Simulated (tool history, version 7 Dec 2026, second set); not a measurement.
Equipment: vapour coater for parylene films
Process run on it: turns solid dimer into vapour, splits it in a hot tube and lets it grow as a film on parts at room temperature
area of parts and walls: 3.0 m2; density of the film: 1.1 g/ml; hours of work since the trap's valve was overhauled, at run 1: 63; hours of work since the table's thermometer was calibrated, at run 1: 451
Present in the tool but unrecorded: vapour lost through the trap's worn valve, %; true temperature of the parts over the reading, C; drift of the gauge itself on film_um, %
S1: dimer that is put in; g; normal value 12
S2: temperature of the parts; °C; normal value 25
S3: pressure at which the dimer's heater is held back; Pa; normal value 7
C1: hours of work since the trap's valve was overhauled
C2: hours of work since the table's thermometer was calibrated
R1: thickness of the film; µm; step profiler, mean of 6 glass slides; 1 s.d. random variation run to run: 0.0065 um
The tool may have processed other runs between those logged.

run,hour,S1,S2,S3,C1,C2,R1
1,0,12,25,7,63,451,1.509
2,16,12,25,7,74,462,1.516
3,34.1,12,25,7,86,474,1.517
4,45.7,12,35,7,93,482,1.249
5,64,12,35,7,106,494,1.24
6,75.6,12,25,2.97,113,502,1.811
7,88.8,12,25,2.97,122,510,1.817
8,103.5,12,25,2.97,132,520,1.809
9,118.5,12,25,2.97,142,530,1.808
10,127.4,12,25,2.97,148,536,1.807
11,138.4,12,31,7,155,543,1.333
12,153.2,12,31,7,165,553,1.322
13,166.5,12,31,7,174,562,1.323
14,179.3,12,31,7,182,570,1.316
15,189.7,12,31,7,189,577,1.313
16,207.6,12,17,7,201,589,1.717
17,223.3,12,17,7,211,599,1.718
18,240.5,12,17,7,223,611,1.724
19,255.3,12,17,7,232,621,1.723
20,264,12,17,7,238,626,1.73
21,282,12,26,7,250,638,1.443
22,301.3,12,25,7,263,651,1.459
23,318.5,12,28,7,274,663,1.37
24,329.1,13,25,7,281,670,1.577
# hour 338.3: trap's valve overhauled
25,343.6,13,25,7,4,676,1.541
26,363.4,6,31,4.74,17,690,0.688
27,374.4,9,17,2.14,24,697,1.602
28,392.4,7,17,3.32,36,709,1.135
29,400.7,12,18,2.73,41,714,1.972
30,411.7,12,18,2.73,49,722,1.972
31,430.9,19,19,5.83,61,734,2.612
32,439.5,8,18,9.64,67,740,1.002
33,450.6,8,18,9.64,74,747,0.99
# hour 458.7: trap's valve overhauled, once more
34,467,12,20,9.51,5,756,1.572
35,485.8,14,25,2.2,18,768,2.292
36,501.1,14,25,7,28,778,1.778
37,515.8,14,25,7,38,788,1.774
38,528,11,24,3.27,46,796,1.685
39,544.1,11,24,3.27,57,807,1.68
40,558.4,11,24,3.27,66,816,1.656
41,570.1,15,18,8.51,74,824,2.071
42,584,15,22,10.58,83,833,1.821
43,595,14,24,7,90,840,1.789
44,609.2,14,24,9.25,100,850,1.68
45,626.8,19,27,2.21,111,861,2.95

Consider 4 possible next runs. They are alternatives, not a sequence: every one starts from the tool as it was left by run 45. What does each give?
A,640.4,19,34,2.77,120,871,?
B,640.4,12,25,6.66,120,871,?
C,640.4,6,25,6.86,120,871,?
D,640.4,6,30,5.13,120,871,?

run,R1
A,2.44
B,1.52
C,0.751
D,0.727
Stripped of hidden state, with their random variation kept, the same runs would have yielded:
run,R1
A,2.528
B,1.575
C,0.778
D,0.753
